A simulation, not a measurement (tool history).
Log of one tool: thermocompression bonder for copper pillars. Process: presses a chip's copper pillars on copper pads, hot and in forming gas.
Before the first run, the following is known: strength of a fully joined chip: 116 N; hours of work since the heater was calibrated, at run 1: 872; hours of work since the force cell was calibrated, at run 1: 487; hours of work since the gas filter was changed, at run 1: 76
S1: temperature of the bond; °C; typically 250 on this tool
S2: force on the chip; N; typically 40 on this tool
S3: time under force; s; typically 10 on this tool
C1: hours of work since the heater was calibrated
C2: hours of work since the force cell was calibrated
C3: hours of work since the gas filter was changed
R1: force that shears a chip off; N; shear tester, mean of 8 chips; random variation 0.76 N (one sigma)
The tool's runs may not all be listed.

run,hour,S1,S2,S3,C1,C2,C3,R1
1,0.0,250,40,10,872,487,76,57.4
2,59.1,250,40,10,914,529,119,58.5
3,137.8,250,40,10,971,586,175,57.4
# hour 146.4: heater calibrated with a thermocouple chip
4,186.9,230,40,10,29,619,209,41.9
5,252.3,230,40,10,76,666,256,44.1
# hour 278.5: forming gas filter changed
6,300.3,250,58,10,110,700,16,71.3
7,380.5,272,58,10,167,758,73,86.4
8,431.8,250,40,29,204,794,110,78.8
9,471.6,250,40,29,233,823,138,80.6
10,551.7,264,41,10,290,880,196,69.0
11,622.2,226,48,14,341,931,246,51.8
# hour 661.5: forming gas filter changed
12,702.3,250,40,26,398,988,29,77.3
13,740.8,260,41,5,425,1016,57,50.9
14,800.1,260,41,5,468,1058,99,51.2
15,860.5,252,31,5,511,1101,143,38.6
16,896.3,250,25,10,537,1127,168,41.7

Hidden condition of the tool, last listed run before each entry between runs versus first listed run after:
From run 3 to run 4: heater calibrated with a thermocouple chip (hour 146.4)
  true temperature of the bond over the reading, C: 0.6 -> 0; oxide that the forming gas leaves, % of the face: 0.99 -> 1.08
From run 5 to run 6: forming gas filter changed (hour 278.5)
  oxide that the forming gas leaves, % of the face: 1.21 -> 0.54
From run 11 to run 12: forming gas filter changed (hour 661.5)
  oxide that the forming gas leaves, % of the face: 1.15 -> 0.58
